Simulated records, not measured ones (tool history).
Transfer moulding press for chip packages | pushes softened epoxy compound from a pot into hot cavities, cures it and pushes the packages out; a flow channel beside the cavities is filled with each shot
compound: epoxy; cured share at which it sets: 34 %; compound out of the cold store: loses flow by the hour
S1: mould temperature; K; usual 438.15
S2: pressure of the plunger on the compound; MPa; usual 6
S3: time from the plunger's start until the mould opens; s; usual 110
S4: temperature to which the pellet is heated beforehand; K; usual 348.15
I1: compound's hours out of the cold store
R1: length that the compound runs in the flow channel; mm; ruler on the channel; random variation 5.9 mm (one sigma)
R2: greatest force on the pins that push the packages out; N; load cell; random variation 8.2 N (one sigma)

| run | hour | S1 | S2 | S3 | S4 | I1 | R1 | R2 |
|---|---|---|---|---|---|---|---|---|
| 1 | 0 | 438.15 | 6 | 110 | 348.15 | 14 | 691 | 511 |
| 2 | 33 | 438.15 | 6 | 110 | 348.15 | 8.4 | 711 | 738 |
|  | 43.8 | cavities cleaned with cleaning compound and waxed |
| 3 | 54.5 | 431.15 | 6 | 110 | 348.15 | 24.4 | 680 | 1377 |
| 4 | 71.3 | 438.15 | 6 | 99 | 348.15 | 44.5 | 570 | 942 |
|  | 98.6 | cavities cleaned with cleaning compound and waxed |
| 5 | 109.9 | 438.15 | 6 | 99 | 348.15 | 12.2 | 698 | 617 |
| 6 | 135.5 | 438.15 | 6 | 99 | 348.15 | 27.3 | 627 | 753 |
|  | 151.8 | cavities cleaned with cleaning compound and waxed |
|  | 165.1 | mould's thermocouples calibrated |
| 7 | 174.9 | 438.15 | 4.68 | 99 | 348.15 | 44 | 496 | 607 |
| 8 | 202.2 | 438.15 | 4.68 | 99 | 348.15 | 37.2 | 520 | 775 |
|  | 207.4 | cavities cleaned with cleaning compound and waxed |
|  | 222.6 | cavities cleaned with cleaning compound and waxed, once more |
| 9 | 234.6 | 438.15 | 4.68 | 99 | 348.15 | 26.1 | 540 | 543 |
| 10 | 251.8 | 438.15 | 4.68 | 99 | 348.15 | 37.2 | 502 | 685 |
|  | 276.7 | cavities cleaned with cleaning compound and waxed |
| 11 | 288.7 | 438.15 | 4.68 | 99 | 348.15 | 12.6 | 581 | 576 |
|  | 311.7 | plunger's sealing rings changed |
| 12 | 328.3 | 438.15 | 4.68 | 99 | 348.15 | 15.4 | 623 | 785 |
|  | 333.7 | cavities cleaned with cleaning compound and waxed |
| 13 | 361.3 | 438.15 | 4.68 | 99 | 348.15 | 39.8 | 530 | 679 |
|  | 387.3 | cavities cleaned with cleaning compound and waxed |
| 14 | 402.1 | 438.15 | 4.68 | 99 | 348.15 | 47.6 | 502 | 551 |
| 15 | 424.8 | 438.15 | 7.4 | 99 | 348.15 | 24 | 731 | 733 |
|  | 440.6 | cavities cleaned with cleaning compound and waxed |
| 16 | 462.6 | 443.15 | 4.94 | 91 | 348.15 | 18.3 | 589 | 589 |
| 17 | 482.7 | 445.15 | 6 | 144 | 344.15 | 39.2 | 576 | 563 |

Run 18 comes next. What will it give?
|  | 495.8 | cavities cleaned with cleaning compound and waxed |
| 18 | 502.2 | 444.15 | 4.53 | 104 | 344.15 | 14.8 | ? | ? |

Run 18 gave R1 569 mm, R2 404 N.
Without the tool's hidden state the same run would have given R1 590 mm, R2 335 N.

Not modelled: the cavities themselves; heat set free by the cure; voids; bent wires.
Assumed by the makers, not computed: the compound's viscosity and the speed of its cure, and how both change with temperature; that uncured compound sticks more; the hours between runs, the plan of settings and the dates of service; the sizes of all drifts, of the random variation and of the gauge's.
